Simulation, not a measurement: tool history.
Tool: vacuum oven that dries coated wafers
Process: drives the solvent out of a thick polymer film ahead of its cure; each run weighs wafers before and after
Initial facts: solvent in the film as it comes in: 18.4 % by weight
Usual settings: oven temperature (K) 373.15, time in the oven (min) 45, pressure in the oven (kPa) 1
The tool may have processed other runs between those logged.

{"run": 1, "hour": 0.0, "oven temperature (K)": 373.15, "time in the oven (min)": 45, "pressure in the oven (kPa)": 1, "solvent left in the film (%)": 3.06}
{"run": 2, "hour": 31.1, "oven temperature (K)": 373.15, "time in the oven (min)": 45, "pressure in the oven (kPa)": 0.93, "solvent left in the film (%)": 2.95}
{"run": 3, "hour": 77.0, "oven temperature (K)": 373.15, "time in the oven (min)": 45, "pressure in the oven (kPa)": 0.93, "solvent left in the film (%)": 3.08}
{"run": 4, "hour": 112.8, "oven temperature (K)": 373.15, "time in the oven (min)": 45, "pressure in the oven (kPa)": 0.93, "solvent left in the film (%)": 2.94}
{"run": 5, "hour": 166.2, "oven temperature (K)": 361.15, "time in the oven (min)": 45, "pressure in the oven (kPa)": 0.93, "solvent left in the film (%)": 6.41}
{"run": 6, "hour": 225.5, "oven temperature (K)": 361.15, "time in the oven (min)": 45, "pressure in the oven (kPa)": 0.93, "solvent left in the film (%)": 6.54}
{"run": 7, "hour": 284.8, "oven temperature (K)": 361.15, "time in the oven (min)": 45, "pressure in the oven (kPa)": 0.57, "solvent left in the film (%)": 5.86}
{"run": 8, "hour": 319.2, "oven temperature (K)": 373.15, "time in the oven (min)": 58, "pressure in the oven (kPa)": 1, "solvent left in the film (%)": 2.87}
{"hour": 357.8, "done": "vacuum gauge cleaned of residue and calibrated"}
{"run": 9, "hour": 362.4, "oven temperature (K)": 373.15, "time in the oven (min)": 45, "pressure in the oven (kPa)": 1, "solvent left in the film (%)": 3.68}
{"run": 10, "hour": 431.2, "oven temperature (K)": 373.15, "time in the oven (min)": 45, "pressure in the oven (kPa)": 1, "solvent left in the film (%)": 3.8}
{"run": 11, "hour": 465.2, "oven temperature (K)": 363.15, "time in the oven (min)": 45, "pressure in the oven (kPa)": 1, "solvent left in the film (%)": 6.74}
{"run": 12, "hour": 523.4, "oven temperature (K)": 363.15, "time in the oven (min)": 45, "pressure in the oven (kPa)": 1, "solvent left in the film (%)": 6.76}
{"run": 13, "hour": 585.1, "oven temperature (K)": 366.15, "time in the oven (min)": 36, "pressure in the oven (kPa)": 0.92, "solvent left in the film (%)": 6.44}
{"run": 14, "hour": 628.0, "oven temperature (K)": 366.15, "time in the oven (min)": 36, "pressure in the oven (kPa)": 0.92, "solvent left in the film (%)": 6.49}
{"hour": 687.7, "done": "vacuum gauge cleaned of residue and calibrated, once more"}
{"run": 15, "hour": 694.9, "oven temperature (K)": 379.15, "time in the oven (min)": 32, "pressure in the oven (kPa)": 3.07, "solvent left in the film (%)": 4.81}
{"run": 16, "hour": 747.2, "oven temperature (K)": 373.15, "time in the oven (min)": 50, "pressure in the oven (kPa)": 1.3, "solvent left in the film (%)": 2.72}
{"run": 17, "hour": 785.2, "oven temperature (K)": 373.15, "time in the oven (min)": 50, "pressure in the oven (kPa)": 1.3, "solvent left in the film (%)": 2.76}
{"run": 18, "hour": 823.4, "oven temperature (K)": 358.15, "time in the oven (min)": 26, "pressure in the oven (kPa)": 0.88, "solvent left in the film (%)": 9.25}
{"run": 19, "hour": 881.2, "oven temperature (K)": 358.15, "time in the oven (min)": 26, "pressure in the oven (kPa)": 0.88, "solvent left in the film (%)": 9.18}
{"run": 20, "hour": 944.2, "oven temperature (K)": 373.15, "time in the oven (min)": 78, "pressure in the oven (kPa)": 0.58, "solvent left in the film (%)": 1.18}
{"run": 21, "hour": 999.7, "oven temperature (K)": 373.15, "time in the oven (min)": 78, "pressure in the oven (kPa)": 0.84, "solvent left in the film (%)": 1.55}

A few steps of solvent left in the film (%) between consecutive runs. Split each: what settings, incoming material and random variation would produce without the hidden state, and what is left over for the hidden state, along with gauge scatter present in only one of the two compared results (measured, and without hidden state):
What the log doesn't record here: true wafer temperature over the reading, C; true pressure over the reading, kPa; drift of the gauge itself on solvent_pct, %.
Run 10 -> 11: oven temperature (K) 373.15 -> 363.15. solvent left in the film (%) +2.94: hidden state +0.67, all else +2.27.
Run 14 -> 15: oven temperature (K) 366.15 -> 379.15, time in the oven (min) 36 -> 32, pressure in the oven (kPa) 0.92 -> 3.07, vacuum gauge cleaned of residue and calibrated, once more. solvent left in the film (%) -1.68: hidden state -1.76, all else +0.08.
Run 17 -> 18: oven temperature (K) 373.15 -> 358.15, time in the oven (min) 50 -> 26, pressure in the oven (kPa) 1.3 -> 0.88. solvent left in the film (%) +6.49: hidden state +0.44, all else +6.05.
Run 19 -> 20: oven temperature (K) 358.15 -> 373.15, time in the oven (min) 26 -> 78, pressure in the oven (kPa) 0.88 -> 0.58. solvent left in the film (%) -8: hidden state -0.63, all else -7.37.
